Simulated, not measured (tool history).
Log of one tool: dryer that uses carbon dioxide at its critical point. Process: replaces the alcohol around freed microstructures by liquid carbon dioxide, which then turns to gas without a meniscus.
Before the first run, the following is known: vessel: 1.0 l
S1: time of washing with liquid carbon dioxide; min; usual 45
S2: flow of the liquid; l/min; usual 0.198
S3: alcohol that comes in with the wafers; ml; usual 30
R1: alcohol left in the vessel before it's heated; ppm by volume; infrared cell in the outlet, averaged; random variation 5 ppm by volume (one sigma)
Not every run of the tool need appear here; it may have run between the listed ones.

{"run": 1, "day": 0.0, "S1": 45, "S2": 0.198, "S3": 30, "R1": 99}
{"run": 2, "day": 0.488, "S1": 45, "S2": 0.198, "S3": 30, "R1": 99}
{"run": 3, "day": 0.958, "S1": 45, "S2": 0.198, "S3": 30, "R1": 100}
{"run": 4, "day": 1.446, "S1": 45, "S2": 0.198, "S3": 30, "R1": 104}
{"run": 5, "day": 1.742, "S1": 45, "S2": 0.198, "S3": 30, "R1": 108}
{"run": 6, "day": 2.054, "S1": 45, "S2": 0.198, "S3": 30, "R1": 106}
{"run": 7, "day": 2.592, "S1": 45, "S2": 0.198, "S3": 30, "R1": 102}
{"run": 8, "day": 3.129, "S1": 37, "S2": 0.26, "S3": 98, "R1": 164}
{"run": 9, "day": 3.625, "S1": 45, "S2": 0.183, "S3": 60, "R1": 247}
{"run": 10, "day": 3.938, "S1": 34, "S2": 0.183, "S3": 60, "R1": 838}
{"run": 11, "day": 4.258, "S1": 45, "S2": 0.137, "S3": 67, "R1": 1036}
{"day": 4.379, "done": "inlet filter changed"}
{"run": 12, "day": 4.738, "S1": 45, "S2": 0.137, "S3": 67, "R1": 704}
{"run": 13, "day": 5.029, "S1": 45, "S2": 0.27, "S3": 30, "R1": 64}

Run 14 comes next. What will it give?
{"run": 14, "day": 5.583, "S1": 45, "S2": 0.27, "S3": 30, "R1": "?"}

R1: 72 ppm by volume
Take away the tool's hidden state, keep the run-to-run variation as it was, and the same run would have given R1 13 ppm by volume.
